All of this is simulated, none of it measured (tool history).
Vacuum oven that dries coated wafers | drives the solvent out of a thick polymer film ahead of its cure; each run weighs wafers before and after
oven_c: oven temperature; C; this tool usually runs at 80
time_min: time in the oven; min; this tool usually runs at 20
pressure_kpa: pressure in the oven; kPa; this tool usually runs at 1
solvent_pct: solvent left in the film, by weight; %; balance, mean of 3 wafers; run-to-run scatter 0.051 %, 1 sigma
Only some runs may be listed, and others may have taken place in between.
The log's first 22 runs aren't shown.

run 23 hour=733.3 | oven_c=94 time_min=10 pressure_kpa=1 | solvent_pct=1.17
run 24 hour=771.8 | oven_c=93 time_min=14 pressure_kpa=0.86 | solvent_pct=0.59
run 25 hour=795.4 | oven_c=80 time_min=31 pressure_kpa=0.52 | solvent_pct=0.44
run 26 hour=831.5 | oven_c=80 time_min=31 pressure_kpa=0.52 | solvent_pct=0.38
run 27 hour=857.8 | oven_c=87 time_min=29 pressure_kpa=0.52 | solvent_pct=0.15
run 28 hour=880.6 | oven_c=87 time_min=18 pressure_kpa=0.52 | solvent_pct=0.51
run 29 hour=908.8 | oven_c=72 time_min=17 pressure_kpa=2.73 | solvent_pct=3.67
run 30 hour=938.5 | oven_c=72 time_min=17 pressure_kpa=2.73 | solvent_pct=3.6
run 31 hour=981.7 | oven_c=68 time_min=24 pressure_kpa=0.92 | solvent_pct=2.63
run 32 hour=1014.3 | oven_c=80 time_min=18 pressure_kpa=0.6 | solvent_pct=1.33
run 33 hour=1047.4 | oven_c=70 time_min=14 pressure_kpa=1 | solvent_pct=4.41
run 34 hour=1079.5 | oven_c=77 time_min=20 pressure_kpa=1.32 | solvent_pct=1.71
run 35 hour=1114.8 | oven_c=77 time_min=20 pressure_kpa=1.32 | solvent_pct=1.68
run 36 hour=1152.7 | oven_c=87 time_min=20 pressure_kpa=1.77 | solvent_pct=0.75
run 37 hour=1174.9 | oven_c=87 time_min=20 pressure_kpa=1.77 | solvent_pct=0.63
run 38 hour=1211 | oven_c=80 time_min=20 pressure_kpa=1.77 | solvent_pct=1.35
run 39 hour=1250.9 | oven_c=80 time_min=20 pressure_kpa=1.77 | solvent_pct=1.37
run 40 hour=1296.2 | oven_c=65 time_min=21 pressure_kpa=2.31 | solvent_pct=4.46

Branching from run 40: 5 alternative next runs. What would each branch give?
run A hour=1339.9 | oven_c=85 time_min=26 pressure_kpa=2.31 | solvent_pct=?
run B hour=1339.9 | oven_c=86 time_min=21 pressure_kpa=2.31 | solvent_pct=?
run C hour=1339.9 | oven_c=72 time_min=22 pressure_kpa=3.24 | solvent_pct=?
run D hour=1339.9 | oven_c=81 time_min=26 pressure_kpa=2.61 | solvent_pct=?
run E hour=1339.9 | oven_c=65 time_min=21 pressure_kpa=1.19 | solvent_pct=?

run=A solvent_pct=0.66
run=B solvent_pct=0.79
run=C solvent_pct=2.92
run=D solvent_pct=1.05
run=E solvent_pct=4.19
With no hidden state in the tool, these same runs would have given:
run=A solvent_pct=0.65
run=B solvent_pct=0.78
run=C solvent_pct=2.9
run=D solvent_pct=1.04
run=E solvent_pct=4.16

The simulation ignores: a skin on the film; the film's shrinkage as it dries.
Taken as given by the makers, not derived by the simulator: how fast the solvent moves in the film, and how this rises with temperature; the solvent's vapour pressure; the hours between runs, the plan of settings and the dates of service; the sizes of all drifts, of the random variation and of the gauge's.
